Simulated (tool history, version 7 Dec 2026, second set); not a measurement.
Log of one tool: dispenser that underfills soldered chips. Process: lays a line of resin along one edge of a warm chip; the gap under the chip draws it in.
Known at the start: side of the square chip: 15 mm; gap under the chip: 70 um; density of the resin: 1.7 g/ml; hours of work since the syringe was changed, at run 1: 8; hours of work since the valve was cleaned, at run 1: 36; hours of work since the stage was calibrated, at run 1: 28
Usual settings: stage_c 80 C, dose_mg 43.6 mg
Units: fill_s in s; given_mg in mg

run	hour	stage_c	dose_mg	hours of work since the syringe was changed	hours of work since the valve was cleaned	hours of work since the stage was calibrated	fill_s	given_mg
1	0	80	43.6	8	36	28	364.4	42.85
# hour 0.8: new syringe of resin
2	6	80	43.6	4	40	32	278.2	42.89
3	12.5	80	43.6	8	45	36	370	42.64
# hour 13.3: new syringe of resin
4	20.7	95	43.6	5	50	42	159.5	42.64
# hour 26: new syringe of resin
5	28.8	80	43.6	2	55	47	248.9	42.41
6	33.3	80	43.6	5	58	50	296.1	42.33
# hour 38.7: new syringe of resin
7	41.8	66	43.6	2	64	56	499.2	42.17
# hour 46.7: dispensing valve cleaned and set on the balance
8	49.3	66	43.6	7	2	60	662.2	43.6
# hour 52.7: new syringe of resin
9	53.7	66	43.6	1	5	63	455.3	43.43
10	62	66	43.6	6	10	69	651.5	43.38
# hour 65.3: new syringe of resin
11	67	66	43.6	1	13	72	463	43.35
12	70.7	66	43.6	4	16	74	540.3	43.23
# hour 77.8: new syringe of resin
13	78.8	66	43.6	1	21	80	452.9	43.08
14	86.8	66	43.6	6	27	85	637.1	42.76
# hour 90.2: new syringe of resin
15	94	66	43.6	3	31	90	502.2	42.83
16	102	66	43.6	8	37	95	701.7	42.66
# hour 103.1: new syringe of resin
17	106.5	80	43.6	2	40	98	262.2	42.53
18	110.1	78	43.6	5	42	101	327.1	42.53
# hour 115.6: new syringe of resin
19	117.4	80	49.7	1	47	105	237.1	48.39
20	125.6	81	44.5	7	53	111	325.3	43.14
# hour 127.9: new syringe of resin
21	129.9	81	44.5	1	55	114	226.2	43.12
22	134.7	81	44.5	5	59	117	282	42.96
# hour 140.6: new syringe of resin
23	141.8	91	55.1	1	63	122	141	52.98

The next listed run, before its measurement:
# hour 147.8: dispensing valve cleaned and set on the balance
24	150.6	80	41.2	6	2	127	?	?

fill_s: 323 s
given_mg: 41.06 mg
Without the tool's hidden state the same run would have given fill_s 219.1 s, given_mg 41.22 mg.
